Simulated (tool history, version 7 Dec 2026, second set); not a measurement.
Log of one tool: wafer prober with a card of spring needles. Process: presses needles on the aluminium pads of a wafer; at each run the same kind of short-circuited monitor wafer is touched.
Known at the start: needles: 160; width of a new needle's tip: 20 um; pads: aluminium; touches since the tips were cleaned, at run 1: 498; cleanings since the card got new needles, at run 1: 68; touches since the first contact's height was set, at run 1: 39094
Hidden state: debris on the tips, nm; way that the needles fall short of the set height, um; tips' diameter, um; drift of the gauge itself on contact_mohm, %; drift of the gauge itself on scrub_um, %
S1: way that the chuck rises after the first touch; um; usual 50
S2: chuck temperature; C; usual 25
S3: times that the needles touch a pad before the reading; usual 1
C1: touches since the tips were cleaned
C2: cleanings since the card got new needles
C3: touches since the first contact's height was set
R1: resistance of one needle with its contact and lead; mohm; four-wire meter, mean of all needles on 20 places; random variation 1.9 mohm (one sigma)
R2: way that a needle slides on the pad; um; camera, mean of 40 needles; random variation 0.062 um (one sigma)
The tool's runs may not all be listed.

{"run": 1, "hour": 0.0, "S1": 50, "S2": 25, "S3": 1, "C1": 498, "C2": 68, "C3": 39094, "R1": 207, "R2": 11.68}
{"hour": 6.4, "done": "tips cleaned on abrasive film"}
{"hour": 14.7, "done": "tips cleaned on abrasive film"}
{"run": 2, "hour": 14.7, "S1": 50, "S2": 25, "S3": 1, "C1": 0, "C2": 70, "C3": 42071, "R1": 207, "R2": 11.7}
{"hour": 23.4, "done": "tips cleaned on abrasive film"}
{"run": 3, "hour": 31.0, "S1": 50, "S2": 25, "S3": 1, "C1": 1563, "C2": 71, "C3": 45423, "R1": 204, "R2": 11.63}
{"hour": 32.4, "done": "tips cleaned on abrasive film"}
{"hour": 41.0, "done": "tips cleaned on abrasive film"}
{"run": 4, "hour": 41.7, "S1": 50, "S2": 25, "S3": 1, "C1": 149, "C2": 73, "C3": 47581, "R1": 201, "R2": 11.69}
{"hour": 49.3, "done": "tips cleaned on abrasive film"}
{"hour": 57.5, "done": "tips cleaned on abrasive film"}
{"run": 5, "hour": 62.5, "S1": 50, "S2": 25, "S3": 1, "C1": 1024, "C2": 75, "C3": 51818, "R1": 208, "R2": 11.64}
{"hour": 66.2, "done": "tips cleaned on abrasive film"}
{"hour": 74.4, "done": "tips cleaned on abrasive film"}
{"run": 6, "hour": 79.5, "S1": 50, "S2": 25, "S3": 1, "C1": 1046, "C2": 77, "C3": 55275, "R1": 207, "R2": 11.78}
{"hour": 82.8, "done": "tips cleaned on abrasive film"}
{"hour": 91.5, "done": "tips cleaned on abrasive film"}
{"hour": 100.6, "done": "tips cleaned on abrasive film"}
{"run": 7, "hour": 101.2, "S1": 50, "S2": 25, "S3": 1, "C1": 126, "C2": 80, "C3": 59682, "R1": 208, "R2": 11.82}
{"hour": 109.8, "done": "tips cleaned on abrasive film"}
{"hour": 118.6, "done": "tips cleaned on abrasive film"}
{"run": 8, "hour": 120.7, "S1": 50, "S2": 25, "S3": 1, "C1": 444, "C2": 82, "C3": 63661, "R1": 209, "R2": 11.84}
{"hour": 127.1, "done": "tips cleaned on abrasive film"}
{"hour": 135.8, "done": "tips cleaned on abrasive film"}
{"run": 9, "hour": 141.5, "S1": 38, "S2": 108, "S3": 2, "C1": 1169, "C2": 84, "C3": 67888, "R1": 232, "R2": 8.88}
{"hour": 144.6, "done": "tips cleaned on abrasive film"}
{"hour": 154.7, "done": "tips cleaned on abrasive film"}
{"run": 10, "hour": 161.2, "S1": 38, "S2": 108, "S3": 2, "C1": 1357, "C2": 86, "C3": 71918, "R1": 230, "R2": 8.93}
{"hour": 163.0, "done": "tips cleaned on abrasive film"}
{"hour": 171.7, "done": "tips cleaned on abrasive film"}
{"hour": 180.2, "done": "tips cleaned on abrasive film"}
{"run": 11, "hour": 180.7, "S1": 38, "S2": 108, "S3": 2, "C1": 96, "C2": 89, "C3": 75859, "R1": 235, "R2": 9.04}
{"hour": 188.6, "done": "tips cleaned on abrasive film"}
{"run": 12, "hour": 192.5, "S1": 64, "S2": 110, "S3": 2, "C1": 809, "C2": 90, "C3": 78276, "R1": 224, "R2": 15.24}
{"hour": 197.3, "done": "tips cleaned on abrasive film"}
{"run": 13, "hour": 204.3, "S1": 64, "S2": 110, "S3": 2, "C1": 1446, "C2": 91, "C3": 80677, "R1": 221, "R2": 15.07}

Hidden state or all else? Some run-to-run changes of R2, split into what the settings, what came in and random variation would give without the hidden state, and what is left for the hidden state (with any gauge scatter that isn't in both results):
Run 11 -> 12: S1 38 -> 64, S2 108 -> 110, tips cleaned on abrasive film. R2 +6.2 um: hidden state +0.08, all else +6.12.

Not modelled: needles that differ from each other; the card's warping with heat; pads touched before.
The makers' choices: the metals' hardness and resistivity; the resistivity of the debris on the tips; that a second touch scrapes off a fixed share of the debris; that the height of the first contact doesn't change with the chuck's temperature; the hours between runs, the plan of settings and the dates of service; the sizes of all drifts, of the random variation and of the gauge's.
